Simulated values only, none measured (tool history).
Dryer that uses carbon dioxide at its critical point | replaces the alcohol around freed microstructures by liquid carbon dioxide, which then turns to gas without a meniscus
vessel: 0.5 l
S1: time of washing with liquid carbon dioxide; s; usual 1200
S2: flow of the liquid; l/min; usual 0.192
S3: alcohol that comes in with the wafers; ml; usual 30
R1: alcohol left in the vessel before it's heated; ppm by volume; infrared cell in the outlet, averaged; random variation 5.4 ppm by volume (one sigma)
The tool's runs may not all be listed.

run	hour	S1	S2	S3	R1
1	0	1200	0.192	30	303
2	22.2	840	0.192	30	1494
3	34.6	780	0.192	30	1924
4	54.5	780	0.192	30	1968
5	73.7	780	0.192	30	1985
6	93.5	1200	0.192	30	327
7	104.8	1200	0.318	30	34
8	115.6	1200	0.192	30	343
9	124.9	1200	0.192	30	352
10	136.5	1200	0.192	30	351
11	157.7	1200	0.192	30	365
12	171.9	1200	0.192	34	419
13	183.5	1200	0.192	34	418
14	201.9	1200	0.14	30	1486
15	219.3	1200	0.192	30	406
16	238.3	1200	0.192	20	280
17	252.3	1200	0.192	20	292
18	263.8	960	0.128	49	6715
19	284.2	1800	0.123	48	830
20	306.7	1380	0.155	104	752
21	329	1380	0.155	104	756
22	339.7	1200	0.256	30	61
23	360.9	1200	0.192	23	137
24	370.3	1020	0.297	23	44
25	392.9	1080	0.318	85	55
26	410.5	1080	0.157	85	2121
27	431.3	1800	0.295	37	40
28	447.5	1800	0.295	37	44
29	466.6	1800	0.194	94	55
30	488.8	1800	0.194	94	79
31	507.9	1800	0.194	94	75
32	523.6	1800	0.243	38	47
33	538.1	1200	0.226	30	104

Taken out of this log: 1 entry between the listed runs. Where each belongs, and how the hidden state differs across it:
Between runs 19 and 20: inlet filter changed (hour 293.3)
  flow that reaches the vessel past the clogged filter, %: 81.5 -> 99.6; alcohol in the recycled carbon dioxide, ppm: 33.5 -> 34.7
  measured less the result without the state, R1: +553 -> +46 ppm by volume

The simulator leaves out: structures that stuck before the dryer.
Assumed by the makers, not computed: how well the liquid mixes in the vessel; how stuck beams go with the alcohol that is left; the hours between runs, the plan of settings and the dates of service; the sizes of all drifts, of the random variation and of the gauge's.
